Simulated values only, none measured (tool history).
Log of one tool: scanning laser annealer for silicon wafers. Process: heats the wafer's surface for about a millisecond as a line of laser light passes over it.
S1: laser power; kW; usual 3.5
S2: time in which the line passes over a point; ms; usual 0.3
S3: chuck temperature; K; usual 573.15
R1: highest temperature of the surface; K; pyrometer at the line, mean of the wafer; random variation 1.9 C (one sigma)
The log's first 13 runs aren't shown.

Run 14, day 11.708: usual settings but S2 0.247 ms. Result: R1 1296.15 K.
Run 15, day 12.858: usual settings but S2 0.247 ms. Result: R1 1297.15 K.
Run 16, day 13.542: usual settings but S2 0.247 ms. Result: R1 1296.15 K.
Run 17, day 14.438: usual settings but S1 3.817 kW, S2 0.307 ms, S3 550.15 K. Result: R1 1437.15 K.
Run 18, day 15.592: usual settings but S1 3.793 kW, S2 0.342 ms, S3 541.15 K. Result: R1 1468.15 K.
Run 19, day 16.833: usual settings but S1 3.254 kW. Result: R1 1298.15 K.
Run 20, day 17.521: usual settings but S1 3.265 kW, S2 0.36 ms, S3 610.15 K. Result: R1 1409.15 K.
Run 21, day 18.362: usual settings but S2 0.363 ms, S3 611.15 K. Result: R1 1483.15 K.
Run 22, day 19.638: usual settings but S2 0.363 ms, S3 611.15 K. Result: R1 1477.15 K.
Run 23, day 20.975: usual settings but S2 0.363 ms, S3 611.15 K. Result: R1 1475.15 K.
Run 24, day 21.867: usual settings but S1 3.437 kW, S2 0.25 ms, S3 588.15 K. Result: R1 1286.15 K.
Run 25, day 23.171: usual settings but S1 3.437 kW, S2 0.25 ms, S3 588.15 K. Result: R1 1290.15 K.
Run 26, day 24.275: usual settings but S1 3.419 kW, S2 0.32 ms, S3 591.15 K. Result: R1 1376.15 K.
Run 27, day 24.988: usual settings but S1 3.419 kW, S2 0.32 ms, S3 591.15 K. Result: R1 1374.15 K.
Run 28, day 25.621: usual settings but S1 3.419 kW, S2 0.22 ms, S3 549.15 K. Result: R1 1198.15 K.
Run 29, day 26.383: usual settings but S1 3.419 kW, S2 0.267 ms, S3 560.15 K. Result: R1 1273.15 K.
Run 30, day 27.675: usual settings but S1 3.668 kW, S2 0.344 ms, S3 561.15 K. Result: R1 1440.15 K.
Run 31, day 28.296: usual settings but S1 3.696 kW, S2 0.21 ms, S3 555.15 K. Result: R1 1250.15 K.

4 ways to go on from here, each from the tool as it stands after run 31. What would each give?
Run A, day 28.904: usual settings but S1 3.152 kW, S2 0.21 ms, S3 544.15 K. Result: R1 ?.
Run B, day 28.904: usual settings but S2 0.222 ms. Result: R1 ?.
Run C, day 28.904: usual settings but S1 3.683 kW, S2 0.328 ms, S3 563.15 K. Result: R1 ?.
Run D, day 28.904: usual settings but S1 3.6 kW, S2 0.21 ms, S3 564.15 K. Result: R1 ?.

run       R1
  A  1117.15
  B  1239.15
  C  1422.15
  D  1234.15
Without the tool's hidden state the same runs would have given:
run       R1
  A  1143.15
  B  1270.15
  C  1462.15
  D  1265.15
